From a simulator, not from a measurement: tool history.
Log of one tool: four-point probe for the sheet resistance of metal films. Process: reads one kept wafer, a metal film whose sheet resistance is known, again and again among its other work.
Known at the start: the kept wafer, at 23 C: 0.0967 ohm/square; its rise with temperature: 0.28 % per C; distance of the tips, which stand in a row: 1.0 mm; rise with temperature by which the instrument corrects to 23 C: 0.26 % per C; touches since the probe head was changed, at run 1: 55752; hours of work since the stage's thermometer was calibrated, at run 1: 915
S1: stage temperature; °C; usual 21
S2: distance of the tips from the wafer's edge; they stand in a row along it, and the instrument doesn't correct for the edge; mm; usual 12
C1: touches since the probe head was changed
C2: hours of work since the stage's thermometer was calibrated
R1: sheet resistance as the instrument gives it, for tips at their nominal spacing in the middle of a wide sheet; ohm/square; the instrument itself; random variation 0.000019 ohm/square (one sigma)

{"run": 1, "hour": 0.0, "S1": 21, "S2": 12, "C1": 55752, "C2": 915, "R1": 0.096969}
{"run": 2, "hour": 52.2, "S1": 29, "S2": 12, "C1": 57310, "C2": 955, "R1": 0.097099}
{"run": 3, "hour": 118.7, "S1": 29, "S2": 12, "C1": 59293, "C2": 1005, "R1": 0.097119}
{"run": 4, "hour": 177.3, "S1": 29, "S2": 12, "C1": 61039, "C2": 1049, "R1": 0.097092}
{"run": 5, "hour": 250.9, "S1": 25, "S2": 12, "C1": 63237, "C2": 1105, "R1": 0.097002}
{"run": 6, "hour": 329.1, "S1": 30, "S2": 12, "C1": 65570, "C2": 1164, "R1": 0.09706}
{"run": 7, "hour": 392.8, "S1": 30, "S2": 12, "C1": 67469, "C2": 1212, "R1": 0.097031}
{"run": 8, "hour": 475.6, "S1": 30, "S2": 12, "C1": 69937, "C2": 1275, "R1": 0.097064}
{"run": 9, "hour": 524.0, "S1": 21, "S2": 12, "C1": 71383, "C2": 1312, "R1": 0.096866}
{"run": 10, "hour": 586.5, "S1": 21, "S2": 12, "C1": 73247, "C2": 1359, "R1": 0.096878}
{"run": 11, "hour": 660.4, "S1": 21, "S2": 12, "C1": 75451, "C2": 1415, "R1": 0.096852}
{"run": 12, "hour": 740.5, "S1": 21, "S2": 28, "C1": 77838, "C2": 1475, "R1": 0.096551}
{"run": 13, "hour": 796.6, "S1": 21, "S2": 28, "C1": 79514, "C2": 1518, "R1": 0.096525}
{"hour": 856.3, "done": "stage's thermometer calibrated"}
{"run": 14, "hour": 856.3, "S1": 21, "S2": 28, "C1": 81278, "C2": 0, "R1": 0.096351}
{"run": 15, "hour": 934.4, "S1": 21, "S2": 8, "C1": 83607, "C2": 59, "R1": 0.097111}
{"run": 16, "hour": 996.7, "S1": 21, "S2": 8, "C1": 85466, "C2": 106, "R1": 0.097133}
{"run": 17, "hour": 1089.2, "S1": 21, "S2": 8, "C1": 88225, "C2": 176, "R1": 0.097106}
{"run": 18, "hour": 1128.3, "S1": 21, "S2": 8, "C1": 89390, "C2": 206, "R1": 0.09708}
{"run": 19, "hour": 1213.9, "S1": 21, "S2": 12, "C1": 91945, "C2": 271, "R1": 0.096607}
{"run": 20, "hour": 1283.0, "S1": 21, "S2": 4, "C1": 94006, "C2": 323, "R1": 0.099376}
{"run": 21, "hour": 1322.5, "S1": 20, "S2": 5, "C1": 95182, "C2": 353, "R1": 0.098274}
{"run": 22, "hour": 1404.3, "S1": 22, "S2": 3, "C1": 97623, "C2": 415, "R1": 0.101627}
{"run": 23, "hour": 1473.0, "S1": 21, "S2": 27, "C1": 99672, "C2": 467, "R1": 0.096274}
{"run": 24, "hour": 1523.7, "S1": 20, "S2": 19, "C1": 101185, "C2": 505, "R1": 0.096328}
{"run": 25, "hour": 1611.1, "S1": 20, "S2": 19, "C1": 103792, "C2": 571, "R1": 0.096305}
{"run": 26, "hour": 1672.9, "S1": 29, "S2": 33, "C1": 105635, "C2": 618, "R1": 0.096354}
{"hour": 1706.1, "done": "new probe head fitted"}
{"run": 27, "hour": 1737.4, "S1": 29, "S2": 33, "C1": 932, "C2": 666, "R1": 0.097176}
{"run": 28, "hour": 1825.2, "S1": 28, "S2": 19, "C1": 3552, "C2": 733, "R1": 0.097236}
{"run": 29, "hour": 1897.7, "S1": 19, "S2": 13, "C1": 5712, "C2": 787, "R1": 0.097201}
{"run": 30, "hour": 1968.1, "S1": 34, "S2": 5, "C1": 7812, "C2": 841, "R1": 0.099217}
{"run": 31, "hour": 2034.2, "S1": 22, "S2": 45, "C1": 9785, "C2": 891, "R1": 0.096934}
{"run": 32, "hour": 2105.3, "S1": 22, "S2": 45, "C1": 11904, "C2": 944, "R1": 0.096964}
{"run": 33, "hour": 2173.6, "S1": 33, "S2": 45, "C1": 13943, "C2": 996, "R1": 0.09713}
{"run": 34, "hour": 2211.5, "S1": 19, "S2": 5, "C1": 15073, "C2": 1025, "R1": 0.098898}
{"run": 35, "hour": 2251.9, "S1": 25, "S2": 41, "C1": 16279, "C2": 1055, "R1": 0.096972}
{"run": 36, "hour": 2317.8, "S1": 19, "S2": 12, "C1": 18243, "C2": 1105, "R1": 0.097187}
{"run": 37, "hour": 2411.4, "S1": 23, "S2": 12, "C1": 21035, "C2": 1176, "R1": 0.097214}
{"run": 38, "hour": 2454.3, "S1": 25, "S2": 12, "C1": 22315, "C2": 1209, "R1": 0.097274}
{"run": 39, "hour": 2529.6, "S1": 34, "S2": 24, "C1": 24562, "C2": 1266, "R1": 0.097143}

Forecast each of these 4 alternatives for the next run:
{"run": "A", "hour": 2602.0, "S1": 23, "S2": 54, "C1": 26722, "C2": 1320, "R1": "?"}
{"run": "B", "hour": 2602.0, "S1": 34, "S2": 10, "C1": 26722, "C2": 1320, "R1": "?"}
{"run": "C", "hour": 2602.0, "S1": 23, "S2": 3, "C1": 26722, "C2": 1320, "R1": "?"}
{"run": "D", "hour": 2602.0, "S1": 22, "S2": 7, "C1": 26722, "C2": 1320, "R1": "?"}

run=A R1=0.096888
run=B R1=0.097590
run=C R1=0.102302
run=D R1=0.097902
Without the tool's hidden state the same runs would have given:
run=A R1=0.096743
run=B R1=0.097448
run=C R1=0.102149
run=D R1=0.097755
